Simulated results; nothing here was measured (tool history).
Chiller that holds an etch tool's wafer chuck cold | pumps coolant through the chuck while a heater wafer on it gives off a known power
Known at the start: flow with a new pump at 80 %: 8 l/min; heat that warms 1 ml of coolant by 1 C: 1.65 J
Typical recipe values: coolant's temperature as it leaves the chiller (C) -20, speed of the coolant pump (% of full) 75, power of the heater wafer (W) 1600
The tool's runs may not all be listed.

run,hour,coolant's temperature as it leaves the chiller (C),speed of the coolant pump (% of full),power of the heater wafer (W),chuck's temperature once it has settled (C),how much warmer the coolant comes back (C)
1,0.0,-20,75,1600,1.2,7.99
2,71.8,-20,75,1600,1.4,7.91
3,107.4,-20,75,1600,1.3,7.95
4,161.7,-20,75,1600,1.3,7.93
5,247.6,-20,75,1600,1.3,8.02
6,321.8,-20,80,1600,0.3,7.53
7,399.4,-20,80,1600,0.4,7.52
8,444.7,-20,80,1600,0.4,7.50
9,484.9,-20,75,1600,1.6,7.96
10,555.8,-20,75,1600,1.4,7.96
11,628.1,-28,75,1600,-6.8,8.01
12,665.8,-29,75,1600,-7.5,7.95
13,724.9,-20,75,1600,1.6,7.94
14,787.0,-20,75,1600,1.5,8.00
15,861.2,-20,75,1600,1.8,8.04
# hour 873.9: coolant pump overhauled
16,902.9,-20,75,1600,1.9,8.12
17,955.9,-20,75,1600,1.9,8.17
18,1011.0,-28,92,1600,-9.4,6.58
19,1045.9,-24,84,1647,-3.5,7.43
# hour 1098.8: coolant pump overhauled, once more
20,1135.8,-24,84,1647,-4.1,7.09
21,1196.5,-24,84,1647,-3.9,7.23
22,1259.1,-24,84,1647,-4.0,7.20
23,1338.1,-27,61,931,-12.2,5.57
24,1385.5,-27,61,931,-12.1,5.56
25,1462.5,-27,61,931,-12.3,5.55
26,1509.3,-25,83,2319,3.7,10.24
27,1561.4,-25,83,2319,3.6,10.22
28,1600.3,-25,83,2319,3.6,10.17
29,1666.4,-16,99,1600,0.9,5.88
30,1728.8,-16,64,826,-3.5,4.73
31,1795.3,-20,75,2082,7.9,10.12
# hour 1866.6: chiller's thermometer calibrated
32,1881.4,-20,67,1600,4.0,8.73

Run by run, hidden condition taken away, random variation retained:
Hidden state at play: heat passed by the chuck's channels, % of clean ones'; flow at a given pump speed, % of a new pump's; coolant's true temperature over the reading, C; drift of the gauge itself on chuck_c, C; drift of the gauge itself on warmer_back_c, C.
run,chuck's temperature once it has settled (C),how much warmer the coolant comes back (C)
1,-0.3,7.81
2,-0.1,7.74
3,-0.2,7.77
4,-0.3,7.76
5,-0.2,7.84
6,-1.2,7.36
7,-1.1,7.34
8,-1.2,7.32
9,-0.1,7.76
10,-0.3,7.77
11,-8.5,7.81
12,-9.2,7.75
13,-0.2,7.73
14,-0.3,7.79
15,-0.1,7.83
16,-0.2,7.78
17,-0.3,7.83
18,-11.2,6.31
19,-5.6,7.11
20,-5.5,7.07
21,-5.3,7.20
22,-5.5,7.17
23,-13.2,5.54
24,-13.2,5.54
25,-13.3,5.53
26,1.4,10.19
27,1.2,10.17
28,1.2,10.11
29,-0.5,5.85
30,-4.4,4.70
31,5.5,10.05
32,1.8,8.67
